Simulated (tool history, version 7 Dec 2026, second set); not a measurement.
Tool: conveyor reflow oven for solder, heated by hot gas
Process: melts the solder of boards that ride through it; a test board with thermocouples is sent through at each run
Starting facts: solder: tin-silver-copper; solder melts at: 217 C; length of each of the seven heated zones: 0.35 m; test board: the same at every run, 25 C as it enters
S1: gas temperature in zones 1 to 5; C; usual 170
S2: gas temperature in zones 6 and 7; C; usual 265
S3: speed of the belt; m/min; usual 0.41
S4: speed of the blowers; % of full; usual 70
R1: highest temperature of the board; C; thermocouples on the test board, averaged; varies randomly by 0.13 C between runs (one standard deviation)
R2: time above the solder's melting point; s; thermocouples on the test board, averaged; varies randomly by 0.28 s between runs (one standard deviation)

| run | hour | S1 | S2 | S3 | S4 | R1 | R2 |
|---|---|---|---|---|---|---|---|
| 1 | 0 | 170 | 265 | 0.41 | 70 | 256.5 | 81.8 |
|  | 6.1 | thermocouples of zones 6 and 7 changed |
| 2 | 10.3 | 170 | 265 | 0.41 | 70 | 255 | 80.2 |
| 3 | 20.6 | 170 | 265 | 0.41 | 70 | 255.1 | 79.7 |
| 4 | 29.8 | 170 | 265 | 0.41 | 70 | 254.9 | 80.5 |
| 5 | 34.2 | 170 | 265 | 0.41 | 70 | 255 | 80.4 |
| 6 | 40.3 | 170 | 265 | 0.41 | 70 | 255.2 | 80.5 |
| 7 | 47 | 170 | 265 | 0.41 | 70 | 255 | 80.4 |
| 8 | 53 | 170 | 265 | 0.41 | 70 | 255.1 | 79.9 |
|  | 58.6 | flux residue cleaned out of gas plates and filters |
| 9 | 64.9 | 170 | 265 | 0.41 | 89 | 256.9 | 82 |
| 10 | 71.6 | 170 | 265 | 0.41 | 89 | 257.1 | 82.6 |
| 11 | 76.8 | 170 | 264 | 0.41 | 70 | 254 | 79.1 |
| 12 | 82.9 | 170 | 264 | 0.41 | 70 | 254.1 | 79.7 |
| 13 | 92.9 | 170 | 264 | 0.41 | 70 | 254.3 | 79.7 |
|  | 105.8 | flux residue cleaned out of gas plates and filters, once more |
| 14 | 108.8 | 170 | 265 | 0.41 | 70 | 255.4 | 80.6 |
| 15 | 119 | 170 | 265 | 0.444 | 70 | 253.5 | 71.5 |
| 16 | 128 | 166 | 265 | 0.41 | 70 | 254.6 | 78.4 |
| 17 | 132.8 | 170 | 265 | 0.482 | 70 | 250.9 | 63.5 |

Predict the results of run 18:
| 18 | 142 | 170 | 265 | 0.41 | 54 | ? | ? |

For run 18 the tool returned R1 252.9 C, R2 77.7 s.
With no hidden state in the tool, this same run would have given R1 252.5 C, R2 76.9 s.
